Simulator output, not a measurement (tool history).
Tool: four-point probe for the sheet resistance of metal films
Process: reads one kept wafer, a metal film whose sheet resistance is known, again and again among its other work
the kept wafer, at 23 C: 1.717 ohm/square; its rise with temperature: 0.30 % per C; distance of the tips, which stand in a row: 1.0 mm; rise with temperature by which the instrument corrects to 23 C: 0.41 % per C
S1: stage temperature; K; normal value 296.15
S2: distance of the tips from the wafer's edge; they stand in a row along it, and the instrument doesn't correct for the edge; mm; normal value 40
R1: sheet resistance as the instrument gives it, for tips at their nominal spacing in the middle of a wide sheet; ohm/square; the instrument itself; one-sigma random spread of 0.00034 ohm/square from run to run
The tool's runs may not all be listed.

run   hour      S1  S2        R1
  1      0  296.15  40  1.744704
  2     74  296.15  40  1.745463
  3  154.2  296.15  40  1.746309
     191.4  -- new probe head fitted
  4  197.5  296.15  20  1.718605
  5  278.2  296.15  20  1.719235
  6  332.5  296.15  20  1.719657
  7  419.7  296.15  20  1.720556
  8  513.6  296.15  20  1.721853
  9  604.5  294.15   8  1.738615
 10  686.7  298.15  22  1.719311
 11  726.5  298.15  22  1.719571
 12  768.2  303.15   7  1.726962
 13  813.7  303.15   6  1.734426
 14  902.8  296.15   9  1.734358
 15  980.5  296.15  69  1.723333

Predict the results of run 16:
 16  1028.1  296.15  69   ?

R1: 1.723581 ohm/square
The same run, on a tool lacking any hidden state, would have yielded R1 1.716724 ohm/square.

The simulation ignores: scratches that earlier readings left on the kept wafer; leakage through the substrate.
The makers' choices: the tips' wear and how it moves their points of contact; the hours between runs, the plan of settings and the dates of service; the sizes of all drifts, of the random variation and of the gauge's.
